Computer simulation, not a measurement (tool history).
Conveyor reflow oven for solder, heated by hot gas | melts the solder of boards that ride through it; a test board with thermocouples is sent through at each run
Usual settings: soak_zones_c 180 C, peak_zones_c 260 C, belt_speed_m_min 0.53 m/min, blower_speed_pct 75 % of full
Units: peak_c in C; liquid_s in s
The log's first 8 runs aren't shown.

run,hour,soak_zones_c,peak_zones_c,belt_speed_m_min,blower_speed_pct,peak_c,liquid_s
9,260.2,180,260,0.527,75,251.1,54
10,285.1,180,260,0.527,75,251,53
11,308.3,180,254,0.53,75,245.8,49.8
12,329.2,180,254,0.53,75,245.9,49.3
13,349.6,180,254,0.53,75,246.2,50.2
14,392.7,180,254,0.53,75,245.4,50.2
15,426.4,180,254,0.53,75,245.6,49.7
16,464.5,181,269,0.434,88,265.1,75.8
17,500.7,173,260,0.6,64,243.7,38.2
18,539.1,173,260,0.6,64,243.5,37.6
19,567.4,173,260,0.6,64,243.6,38
20,610,173,260,0.456,59,251.3,59.8
21,640.6,180,254,0.53,50,241.6,44.3
22,663.5,187,250,0.53,50,238.9,45.5
23,692,195,267,0.53,50,255,60.8
24,711.4,195,267,0.53,50,254.9,61.3
# hour 717: thermocouples of zones 6 and 7 changed
25,755.1,195,267,0.53,50,251.5,58
26,790,168,267,0.53,60,248.4,46.1
27,828.2,187,260,0.53,75,247.3,53.6
# hour 863.5: flux residue cleaned out of gas plates and filters
28,877.8,187,260,0.53,60,247.8,54.8
29,911,175,260,0.53,67,247.7,49.2
30,951,180,260,0.53,62,247.8,51

4 ways to go on from here, each from the tool as it stands after run 30. What would each give?
A,993.9,180,260,0.533,52,?,?
B,993.9,166,268,0.53,62,?,?
C,993.9,180,248,0.53,55,?,?
D,993.9,180,259,0.53,75,?,?

run,peak_c,liquid_s
A,244.9,48
B,252,49.3
C,235.8,40.3
D,248.6,52.2
Without the tool's hidden state the same runs would have given:
run,peak_c,liquid_s
A,244.2,46.2
B,251.3,47.6
C,235.1,38.5
D,248,50.5

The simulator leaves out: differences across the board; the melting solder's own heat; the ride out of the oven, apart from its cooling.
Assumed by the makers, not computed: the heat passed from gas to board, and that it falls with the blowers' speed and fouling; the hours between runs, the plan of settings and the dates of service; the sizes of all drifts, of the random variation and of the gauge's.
